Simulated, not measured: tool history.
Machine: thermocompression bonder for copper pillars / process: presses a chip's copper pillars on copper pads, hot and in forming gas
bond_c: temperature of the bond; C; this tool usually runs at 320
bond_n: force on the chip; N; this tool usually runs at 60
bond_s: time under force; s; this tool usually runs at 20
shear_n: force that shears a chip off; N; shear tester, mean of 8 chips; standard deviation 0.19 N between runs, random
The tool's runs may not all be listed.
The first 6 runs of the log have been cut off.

| run | day | bond_c | bond_n | bond_s | hours of work since the heater was calibrated | hours of work since the force cell was calibrated | hours of work since the gas filter was changed | shear_n |
|---|---|---|---|---|---|---|---|---|
| 7 | 2.533 | 320 | 60 | 20 | 276 | 718 | 90 | 43 |
| 8 | 2.817 | 320 | 62 | 20 | 280 | 723 | 94 | 44.2 |
| 9 | 3.254 | 320 | 62 | 20 | 286 | 729 | 100 | 44.5 |
| 10 | 3.6 | 320 | 63 | 20 | 291 | 734 | 105 | 44.6 |
| 11 | 4.071 | 320 | 63 | 20 | 298 | 740 | 112 | 44.3 |
| 12 | 4.358 | 320 | 60 | 20 | 302 | 744 | 116 | 43.3 |
| 13 | 4.833 | 320 | 60 | 20 | 309 | 751 | 123 | 43 |
| 14 | 5.158 | 320 | 60 | 20 | 313 | 756 | 127 | 43.3 |
| 15 | 5.379 | 320 | 60 | 20 | 316 | 759 | 130 | 43 |
| 16 | 5.588 | 320 | 45 | 20 | 319 | 762 | 133 | 37.1 |
| 17 | 6.033 | 320 | 57 | 20 | 326 | 768 | 140 | 42 |
| 18 | 6.404 | 347 | 60 | 20 | 331 | 773 | 145 | 54.2 |
| 19 | 6.846 | 347 | 60 | 20 | 337 | 779 | 151 | 54.3 |

Run 20 comes next. What will it give?
| 20 | 7.225 | 347 | 60 | 20 | 343 | 785 | 156 | ? |

shear_n: 54.1 N
Take away the tool's hidden state, keep the run-to-run variation as it was, and the same run would have given shear_n 54.6 N.
